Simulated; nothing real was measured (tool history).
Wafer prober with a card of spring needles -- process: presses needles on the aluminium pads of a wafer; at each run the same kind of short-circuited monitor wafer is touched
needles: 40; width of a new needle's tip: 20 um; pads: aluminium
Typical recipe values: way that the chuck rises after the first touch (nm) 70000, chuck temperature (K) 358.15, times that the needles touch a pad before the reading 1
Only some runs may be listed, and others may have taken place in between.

run	hour	way that the chuck rises after the first touch (nm)	chuck temperature (K)	times that the needles touch a pad before the reading	resistance of one needle with its contact and lead (mohm)	way that a needle slides on the pad (nm)
1	0	70000	358.15	1	230	9550
# hour 37: tips cleaned on abrasive film
# hour 37.3: height of the first contact set anew
2	58.5	70000	358.15	1	232	9560
# hour 75.1: tips cleaned on abrasive film
# hour 116.4: tips cleaned on abrasive film
3	139.3	70000	358.15	1	232	9580
# hour 159.7: tips cleaned on abrasive film
# hour 200.7: tips cleaned on abrasive film
4	201.2	70000	358.15	1	231	9580
# hour 242.5: tips cleaned on abrasive film
# hour 281.5: tips cleaned on abrasive film
5	286	70000	358.15	1	235	9580
# hour 325.8: tips cleaned on abrasive film
# hour 363.5: tips cleaned on abrasive film
6	365.5	70000	358.15	1	233	9610
# hour 372: height of the first contact set anew
# hour 405.3: tips cleaned on abrasive film
# hour 447.4: tips cleaned on abrasive film
7	455.9	70000	358.15	1	235	9620
# hour 488.6: tips cleaned on abrasive film
# hour 531: tips cleaned on abrasive film
8	537.7	70000	358.15	1	230	9630
# hour 570.9: tips cleaned on abrasive film
9	592.7	70000	358.15	1	233	9640
# hour 608.7: tips cleaned on abrasive film
# hour 647.4: tips cleaned on abrasive film
10	661.1	63000	358.15	1	238	8670
# hour 686.9: tips cleaned on abrasive film
# hour 709.1: height of the first contact set anew
# hour 724.3: tips cleaned on abrasive film
11	750.8	63000	358.15	1	236	8680
# hour 765.4: tips cleaned on abrasive film
# hour 805.6: tips cleaned on abrasive film
12	836.5	63000	358.15	1	232	8690
# hour 850.1: tips cleaned on abrasive film
# hour 889: tips cleaned on abrasive film
# hour 929.7: tips cleaned on abrasive film
13	930.7	63000	358.15	1	231	8710
# hour 971: tips cleaned on abrasive film
# hour 1010.7: tips cleaned on abrasive film
14	1021.1	70000	358.15	1	228	9680
# hour 1046.9: height of the first contact set anew
# hour 1053.7: tips cleaned on abrasive film
# hour 1095.7: tips cleaned on abrasive film
15	1112.4	70000	358.15	1	234	9710
# hour 1140.7: tips cleaned on abrasive film
16	1162	51000	352.15	1	238	7070
# hour 1182.4: tips cleaned on abrasive film
17	1208.2	66000	308.15	2	219	9180
# hour 1223.4: tips cleaned on abrasive film
# hour 1232.1: gauge calibrated
# hour 1262.2: tips cleaned on abrasive film
18	1286	80000	358.15	1	227	10920
# hour 1302: tips cleaned on abrasive film
# hour 1340.7: tips cleaned on abrasive film
19	1372.6	80000	358.15	1	226	10910
# hour 1378.5: tips cleaned on abrasive film
# hour 1383.8: height of the first contact set anew
# hour 1415.7: tips cleaned on abrasive film
20	1428.5	80000	358.15	1	235	10920
# hour 1454.1: tips cleaned on abrasive film
21	1488.2	54000	301.15	2	224	7400
# hour 1495: tips cleaned on abrasive film
# hour 1539.3: tips cleaned on abrasive film
# hour 1581.6: tips cleaned on abrasive film
22	1584.7	61000	358.15	3	237	8370
# hour 1620.2: tips cleaned on abrasive film
23	1641.2	52000	333.15	2	228	7130
# hour 1661.8: tips cleaned on abrasive film
# hour 1702.5: tips cleaned on abrasive film
24	1716	52000	333.15	2	234	7150
# hour 1721: height of the first contact set anew
# hour 1746.4: tips cleaned on abrasive film
# hour 1788.3: tips cleaned on abrasive film
25	1806.8	67000	393.15	2	243	9210
# hour 1826.5: tips cleaned on abrasive film
# hour 1865.2: tips cleaned on abrasive film
26	1890.2	67000	393.15	2	240	9220
# hour 1905.9: tips cleaned on abrasive film
# hour 1943.2: tips cleaned on abrasive film
# hour 1980.2: tips cleaned on abrasive film
27	1980.2	61000	301.15	1	218	8420
# hour 2018.6: tips cleaned on abrasive film
# hour 2057.1: tips cleaned on abrasive film
# hour 2057.4: height of the first contact set anew
28	2064	61000	301.15	1	222	8430
# hour 2100.4: tips cleaned on abrasive film
29	2119	61000	301.15	1	222	8430
# hour 2141.4: tips cleaned on abrasive film
# hour 2183.2: tips cleaned on abrasive film
30	2183.6	72000	313.15	2	221	9970

Each row is a separate what-if for the run after 30, all from the same tool condition, not one after another. Results?
# hour 2221.7: tips cleaned on abrasive film
A	2243	70000	382.15	1	?	?
# hour 2221.7: tips cleaned on abrasive film
B	2243	52000	313.15	2	?	?
# hour 2221.7: tips cleaned on abrasive film
C	2243	70000	322.15	1	?	?
# hour 2221.7: tips cleaned on abrasive film
D	2243	69000	313.15	2	?	?

run	resistance of one needle with its contact and lead (mohm)	way that a needle slides on the pad (nm)
A	241	9720
B	226	7200
C	221	9690
D	225	9560
Stripped of hidden state, with their random variation kept, the same runs would have yielded:
run	resistance of one needle with its contact and lead (mohm)	way that a needle slides on the pad (nm)
A	240	9560
B	225	7090
C	221	9540
D	224	9410
